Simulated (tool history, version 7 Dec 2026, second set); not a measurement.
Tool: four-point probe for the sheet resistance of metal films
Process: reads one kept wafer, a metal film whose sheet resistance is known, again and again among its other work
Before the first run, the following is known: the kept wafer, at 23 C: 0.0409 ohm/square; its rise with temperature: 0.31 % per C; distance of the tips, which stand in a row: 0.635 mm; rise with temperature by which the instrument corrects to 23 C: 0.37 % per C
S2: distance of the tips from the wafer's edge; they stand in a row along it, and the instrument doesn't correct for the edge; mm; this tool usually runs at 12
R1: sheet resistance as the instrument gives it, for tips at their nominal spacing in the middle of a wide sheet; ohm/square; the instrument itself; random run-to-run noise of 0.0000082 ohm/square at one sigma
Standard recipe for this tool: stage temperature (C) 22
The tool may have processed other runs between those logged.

Run 1, hour 0.0: usual settings. Result: R1 0.040991 ohm/square.
Run 2, hour 16.7: usual settings. Result: R1 0.040968 ohm/square.
Run 3, hour 31.9: usual settings. Result: R1 0.040993 ohm/square.
Run 4, hour 39.9: usual settings. Result: R1 0.040980 ohm/square.
Run 5, hour 54.8: usual settings but S2 17 mm. Result: R1 0.040956 ohm/square.
Run 6, hour 64.7: usual settings but S2 17 mm. Result: R1 0.040957 ohm/square.
Run 7, hour 81.9: usual settings. Result: R1 0.040988 ohm/square.
Run 8, hour 89.8: usual settings but S2 74 mm. Result: R1 0.040931 ohm/square.
Run 9, hour 98.8: usual settings. Result: R1 0.040986 ohm/square.
Run 10, hour 109.8: usual settings. Result: R1 0.040978 ohm/square.
Run 11, hour 121.3: usual settings. Result: R1 0.040999 ohm/square.
Run 12, hour 136.1: usual settings. Result: R1 0.040983 ohm/square.
Run 13, hour 149.9: usual settings but S2 35 mm. Result: R1 0.040931 ohm/square.
Run 14, hour 157.6: usual settings but S2 35 mm. Result: R1 0.040942 ohm/square.
Run 15, hour 171.6: usual settings but stage temperature (C) 31, S2 10 mm. Result: R1 0.040806 ohm/square.
Run 16, hour 181.6: usual settings but stage temperature (C) 31, S2 10 mm. Result: R1 0.040815 ohm/square.
Run 17, hour 192.7: usual settings but stage temperature (C) 30, S2 25 mm. Result: R1 0.040755 ohm/square.
Run 18, hour 200.1: usual settings but stage temperature (C) 19, S2 37 mm. Result: R1 0.041009 ohm/square.
Run 19, hour 207.3: usual settings but stage temperature (C) 29, S2 13 mm. Result: R1 0.040802 ohm/square.
Run 20, hour 218.9: usual settings but stage temperature (C) 29, S2 13 mm. Result: R1 0.040824 ohm/square.
Run 21, hour 235.1: usual settings but stage temperature (C) 24, S2 22 mm. Result: R1 0.040897 ohm/square.
Run 22, hour 248.4: usual settings but stage temperature (C) 24, S2 22 mm. Result: R1 0.040890 ohm/square.
Run 23, hour 265.5: usual settings but stage temperature (C) 33, S2 4 mm. Result: R1 0.041218 ohm/square.
Run 24, hour 282.8: usual settings but stage temperature (C) 18, S2 17 mm. Result: R1 0.041058 ohm/square.

Each row is a separate what-if for the run after 24, all from the same tool condition, not one after another. Results?
Run A, hour 291.2: usual settings but stage temperature (C) 18, S2 60 mm. Result: R1 ?.
Run B, hour 291.2: usual settings but stage temperature (C) 27, S2 4 mm. Result: R1 ?.
Run C, hour 291.2: usual settings but stage temperature (C) 32, S2 23 mm. Result: R1 ?.
Run D, hour 291.2: usual settings but stage temperature (C) 30, S2 35 mm. Result: R1 ?.
Run E, hour 291.2: usual settings but stage temperature (C) 23, S2 6 mm. Result: R1 ?.

run        R1
  A  0.041039
  B  0.041364
  C  0.040710
  D  0.040759
  E  0.041145
Without the tool's hidden state the same runs would have given:
run        R1
  A  0.041034
  B  0.041359
  C  0.040706
  D  0.040754
  E  0.041140

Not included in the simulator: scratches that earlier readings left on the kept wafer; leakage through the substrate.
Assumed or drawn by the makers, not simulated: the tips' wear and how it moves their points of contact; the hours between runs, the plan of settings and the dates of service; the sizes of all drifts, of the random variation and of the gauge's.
